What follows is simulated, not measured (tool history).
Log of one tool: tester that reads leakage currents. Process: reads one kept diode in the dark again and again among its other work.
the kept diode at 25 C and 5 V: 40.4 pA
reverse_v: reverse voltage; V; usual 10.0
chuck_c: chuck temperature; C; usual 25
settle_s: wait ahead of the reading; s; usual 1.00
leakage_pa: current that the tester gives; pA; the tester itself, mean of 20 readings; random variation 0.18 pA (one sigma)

Run 1, day 0.000: usual settings. Result: leakage_pa 55.77 pA.
Run 2, day 1.379: usual settings. Result: leakage_pa 55.73 pA.
Run 3, day 2.621: usual settings but reverse_v 2.4 V. Result: leakage_pa 27.75 pA.
Run 4, day 3.846: usual settings but reverse_v 2.4 V. Result: leakage_pa 27.56 pA.
Run 5, day 4.779: usual settings but reverse_v 8.6 V. Result: leakage_pa 51.60 pA.
Run 6, day 5.438: usual settings but reverse_v 8.6 V. Result: leakage_pa 51.51 pA.
Run 7, day 6.429: usual settings. Result: leakage_pa 55.36 pA.
Run 8, day 7.796: usual settings but reverse_v 4.7 V. Result: leakage_pa 38.13 pA.
Run 9, day 8.579: usual settings but reverse_v 4.7 V. Result: leakage_pa 38.21 pA.
Run 10, day 9.629: usual settings but reverse_v 4.7 V. Result: leakage_pa 37.97 pA.
Run 11, day 10.392: usual settings. Result: leakage_pa 55.34 pA.
Run 12, day 11.542: usual settings. Result: leakage_pa 55.54 pA.
Run 13, day 12.212: usual settings. Result: leakage_pa 56.01 pA.
Run 14, day 13.079: usual settings but settle_s 0.63 s. Result: leakage_pa 57.09 pA.
Run 15, day 13.683: usual settings but settle_s 0.63 s. Result: leakage_pa 57.48 pA.
Run 16, day 14.988: usual settings but settle_s 0.69 s. Result: leakage_pa 57.12 pA.
Run 17, day 15.992: usual settings but settle_s 0.69 s. Result: leakage_pa 57.00 pA.
Run 18, day 17.129: usual settings but settle_s 0.69 s. Result: leakage_pa 57.18 pA.
Run 19, day 17.850: usual settings but reverse_v 7.2 V, settle_s 0.38 s. Result: leakage_pa 50.71 pA.
Run 20, day 18.754: usual settings but reverse_v 7.2 V, settle_s 0.38 s. Result: leakage_pa 51.21 pA.
Run 21, day 20.033: usual settings but reverse_v 6.5 V, chuck_c 33 C, settle_s 0.38 s. Result: leakage_pa 87.32 pA.
Run 22, day 21.146: usual settings but reverse_v 4.4 V. Result: leakage_pa 37.01 pA.
Run 23, day 22.112: usual settings but reverse_v 4.4 V. Result: leakage_pa 36.91 pA.
At day 22.254: tester calibrated.
Run 24, day 23.479: usual settings but reverse_v 4.4 V, settle_s 1.98 s. Result: leakage_pa 36.06 pA.
Run 25, day 24.825: usual settings but reverse_v 4.9 V, settle_s 1.98 s. Result: leakage_pa 37.91 pA.
Run 26, day 25.867: usual settings but reverse_v 4.9 V, settle_s 1.98 s. Result: leakage_pa 38.25 pA.
Run 27, day 27.250: usual settings but reverse_v 4.9 V, settle_s 1.98 s. Result: leakage_pa 37.96 pA.
Run 28, day 28.258: usual settings but reverse_v 4.9 V, chuck_c 50 C, settle_s 0.73 s. Result: leakage_pa 265.44 pA.
Run 29, day 29.633: usual settings but chuck_c 22 C. Result: leakage_pa 44.18 pA.
At day 30.550: tester calibrated, once more.
Run 30, day 31.075: usual settings but reverse_v 11.6 V, settle_s 6.24 s. Result: leakage_pa 57.58 pA.
Run 31, day 32.254: usual settings but reverse_v 3.6 V, chuck_c 52 C, settle_s 2.84 s. Result: leakage_pa 265.99 pA.
Run 32, day 33.338: usual settings but reverse_v 3.6 V, chuck_c 52 C, settle_s 2.84 s. Result: leakage_pa 267.46 pA.
Run 33, day 34.525: usual settings but reverse_v 5.1 V, chuck_c 39 C, settle_s 0.53 s. Result: leakage_pa 121.05 pA.
Run 34, day 35.442: usual settings but reverse_v 5.1 V, chuck_c 39 C, settle_s 0.53 s. Result: leakage_pa 121.25 pA.

5 ways to go on from here, each from the tool as it stands after run 34. What would each give?
Run A, day 36.825: usual settings but reverse_v 1.6 V, chuck_c 40 C, settle_s 0.57 s. Result: leakage_pa ?.
Run B, day 36.825: usual settings but reverse_v 5.2 V, chuck_c 56 C, settle_s 0.42 s. Result: leakage_pa ?.
Run C, day 36.825: usual settings but chuck_c 34 C, settle_s 1.98 s. Result: leakage_pa ?.
Run D, day 36.825: usual settings but settle_s 5.74 s. Result: leakage_pa ?.
Run E, day 36.825: usual settings but reverse_v 3.4 V. Result: leakage_pa ?.

run  leakage_pa
  A       75.80
  B      423.38
  C      110.84
  D       53.23
  E       32.61
Without the tool's hidden state the same runs would have given:
run  leakage_pa
  A       82.65
  B      458.75
  C      119.11
  D       56.10
  E       35.05

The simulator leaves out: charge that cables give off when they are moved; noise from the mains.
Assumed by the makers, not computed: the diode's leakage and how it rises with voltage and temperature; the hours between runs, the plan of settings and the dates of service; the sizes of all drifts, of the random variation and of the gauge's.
